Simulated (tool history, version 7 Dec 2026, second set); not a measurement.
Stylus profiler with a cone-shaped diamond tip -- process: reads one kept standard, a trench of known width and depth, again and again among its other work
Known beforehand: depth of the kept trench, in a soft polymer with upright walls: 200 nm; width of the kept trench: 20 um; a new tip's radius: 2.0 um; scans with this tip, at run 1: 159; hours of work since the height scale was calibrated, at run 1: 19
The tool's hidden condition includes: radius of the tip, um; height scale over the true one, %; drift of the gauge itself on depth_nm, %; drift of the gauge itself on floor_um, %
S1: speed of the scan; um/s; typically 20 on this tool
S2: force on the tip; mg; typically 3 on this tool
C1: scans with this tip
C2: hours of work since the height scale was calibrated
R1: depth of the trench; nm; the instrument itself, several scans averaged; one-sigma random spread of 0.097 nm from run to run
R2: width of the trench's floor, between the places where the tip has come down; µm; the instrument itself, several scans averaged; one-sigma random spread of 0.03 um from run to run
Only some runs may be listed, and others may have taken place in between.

Run 1, hour 0: usual settings; C1 159; C2 19. Result: R1 201.25 nm, R2 18.15 µm.
Run 2, hour 61.4: usual settings; C1 365; C2 45. Result: R1 201.25 nm, R2 18.15 µm.
Run 3, hour 106.3: usual settings; C1 517; C2 63. Result: R1 201.37 nm, R2 18.1 µm.
Run 4, hour 145.3: usual settings; C1 648; C2 80. Result: R1 201.36 nm, R2 18.18 µm.
Run 5, hour 207.5: usual settings but S1 5 um/s; C1 858; C2 105. Result: R1 201.28 nm, R2 18.23 µm.
Run 6, hour 240.1: usual settings but S1 5 um/s; C1 968; C2 119. Result: R1 201.25 nm, R2 18.18 µm.
Run 7, hour 303.2: usual settings; C1 1181; C2 145. Result: R1 201.12 nm, R2 18.12 µm.
Run 8, hour 364.9: usual settings but S2 1.73 mg; C1 1388; C2 170. Result: R1 200.96 nm, R2 18.1 µm.
Run 9, hour 428.7: usual settings but S2 1.73 mg; C1 1603; C2 197. Result: R1 200.56 nm, R2 18.09 µm.
Run 10, hour 481.8: usual settings but S2 1.73 mg; C1 1783; C2 219. Result: R1 200.85 nm, R2 18.08 µm.
Run 11, hour 525: usual settings but S1 48 um/s; C1 1928; C2 237. Result: R1 201.16 nm, R2 18.01 µm.
Run 12, hour 569.8: usual settings; C1 2079; C2 255. Result: R1 200.97 nm, R2 18.07 µm.
Run 13, hour 599.9: usual settings; C1 2181; C2 268. Result: R1 201.18 nm, R2 18.12 µm.
Run 14, hour 631.9: usual settings; C1 2288; C2 281. Result: R1 201.08 nm, R2 18.06 µm.
Run 15, hour 672.8: usual settings; C1 2426; C2 298. Result: R1 201.16 nm, R2 18.04 µm.
Run 16, hour 737.6: usual settings; C1 2645; C2 325. Result: R1 201.04 nm, R2 18.1 µm.
Run 17, hour 802.8: usual settings but S2 4.04 mg; C1 2865; C2 352. Result: R1 201.32 nm, R2 18.07 µm.
Run 18, hour 861.9: usual settings but S2 4.04 mg; C1 3064; C2 376. Result: R1 201.44 nm, R2 18.04 µm.
Run 19, hour 916.8: usual settings; C1 3249; C2 399. Result: R1 201.01 nm, R2 18.09 µm.
At hour 921.5: height scale calibrated on a step standard.
Run 20, hour 954.6: usual settings; C1 3375; C2 14. Result: R1 200.85 nm, R2 18.02 µm.
Run 21, hour 1018.9: usual settings but S1 11 um/s, S2 1 mg; C1 3591; C2 40. Result: R1 200.07 nm, R2 18.02 µm.
Run 22, hour 1056.9: usual settings but S1 17 um/s; C1 3720; C2 56. Result: R1 200.8 nm, R2 18.02 µm.
Run 23, hour 1109.8: usual settings but S1 11 um/s; C1 3898; C2 78. Result: R1 200.7 nm, R2 18.05 µm.
At hour 1130.3: height scale calibrated on a step standard, once more.
Run 24, hour 1143.9: usual settings but S1 6 um/s, S2 5.02 mg; C1 4011; C2 6. Result: R1 201.85 nm, R2 18.1 µm.
Run 25, hour 1190.5: usual settings but S1 6 um/s, S2 5.02 mg; C1 4168; C2 25. Result: R1 201.84 nm, R2 18.06 µm.
Run 26, hour 1245.9: usual settings but S1 6 um/s, S2 5.02 mg; C1 4355; C2 48. Result: R1 201.82 nm, R2 18.08 µm.
Run 27, hour 1291.9: usual settings but S1 19 um/s, S2 1.94 mg; C1 4510; C2 67. Result: R1 200.8 nm, R2 17.97 µm.
Run 28, hour 1319.5: usual settings but S1 9 um/s, S2 1.59 mg; C1 4603; C2 78. Result: R1 200.85 nm, R2 18 µm.
Run 29, hour 1347.3: usual settings but S1 54 um/s, S2 5.24 mg; C1 4697; C2 90. Result: R1 201.79 nm, R2 17.89 µm.
Run 30, hour 1387.2: usual settings but S1 54 um/s, S2 5.24 mg; C1 4831; C2 106. Result: R1 201.93 nm, R2 17.93 µm.
Run 31, hour 1417.4: usual settings but S1 54 um/s, S2 5.24 mg; C1 4933; C2 119. Result: R1 201.86 nm, R2 17.92 µm.
Run 32, hour 1464.5: usual settings but S1 60 um/s, S2 1.71 mg; C1 5092; C2 138. Result: R1 200.84 nm, R2 17.76 µm.
Run 33, hour 1508.9: usual settings but S1 60 um/s, S2 1.71 mg; C1 5241; C2 157. Result: R1 200.75 nm, R2 17.78 µm.
Run 34, hour 1572.9: usual settings but S1 60 um/s, S2 1.71 mg; C1 5457; C2 183. Result: R1 200.7 nm, R2 17.77 µm.
Run 35, hour 1637.8: usual settings but S2 8.8 mg; C1 5676; C2 210. Result: R1 202.45 nm, R2 18.02 µm.
Run 36, hour 1677.5: usual settings but S1 31 um/s, S2 1.45 mg; C1 5810; C2 226. Result: R1 200.63 nm, R2 17.92 µm.
Run 37, hour 1722.2: usual settings but S1 51 um/s, S2 1.3 mg; C1 5960; C2 245. Result: R1 200.69 nm, R2 17.76 µm.
Run 38, hour 1759: usual settings but S1 18 um/s, S2 2.94 mg; C1 6085; C2 260. Result: R1 201.17 nm, R2 17.95 µm.
Run 39, hour 1803.9: usual settings but S1 77 um/s, S2 2.76 mg; C1 6236; C2 279. Result: R1 200.86 nm, R2 17.72 µm.

3 options for the next run, each taken on its own from the tool as it stands now. Forecast them:
Run A, hour 1852.7: usual settings but S1 12 um/s; C1 6400; C2 299. Result: R1 ?, R2 ?.
Run B, hour 1852.7: usual settings but S1 5 um/s, S2 2.92 mg; C1 6400; C2 299. Result: R1 ?, R2 ?.
Run C, hour 1852.7: usual settings but S1 10 um/s; C1 6400; C2 299. Result: R1 ?, R2 ?.

run      R1     R2
  A  201.17  17.93
  B  201.08  17.99
  C  201.35  17.96
What these runs would have given with no unlogged condition in the tool:
run      R1     R2
  A  201.35  18.18
  B  201.26  18.24
  C  201.54   18.2

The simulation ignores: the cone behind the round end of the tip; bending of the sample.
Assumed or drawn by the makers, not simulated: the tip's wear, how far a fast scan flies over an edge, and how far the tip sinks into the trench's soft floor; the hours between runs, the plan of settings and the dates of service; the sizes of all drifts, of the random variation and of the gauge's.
